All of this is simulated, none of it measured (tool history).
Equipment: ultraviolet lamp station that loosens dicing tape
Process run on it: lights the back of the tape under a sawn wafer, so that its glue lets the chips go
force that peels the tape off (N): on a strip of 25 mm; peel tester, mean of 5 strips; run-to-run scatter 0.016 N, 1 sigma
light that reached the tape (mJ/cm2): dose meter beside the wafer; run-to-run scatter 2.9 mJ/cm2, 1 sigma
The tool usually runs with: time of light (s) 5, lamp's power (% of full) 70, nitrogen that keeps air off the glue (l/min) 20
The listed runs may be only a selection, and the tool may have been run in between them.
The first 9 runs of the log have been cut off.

run,hour,time of light (s),lamp's power (% of full),nitrogen that keeps air off the glue (l/min),hours of work of the lamp,hours of work since the window was cleaned,force that peels the tape off (N),light that reached the tape (mJ/cm2)
10,61.2,5,70,20,245,457,0.759,424
11,65.5,5,70,20,248,460,0.789,432
12,71.3,5,70,20,252,464,0.767,426
13,75.5,5,70,20,255,467,0.774,428
14,82.0,5,70,20,259,472,0.789,427
15,90.5,5,70,20,265,477,0.774,423
16,98.8,7,70,20,271,483,0.429,599
17,105.6,3,63,9,276,488,2.395,235

Run 18 has not been measured yet. What should we expect?
18,114.2,9,95,26,281,493,?,?

Run 18 yielded force that peels the tape off (N) 0.218, light that reached the tape (mJ/cm2) 1048.
With no hidden state in the tool, this same run would have given force that peels the tape off (N) 0.218, light that reached the tape (mJ/cm2) 1050.
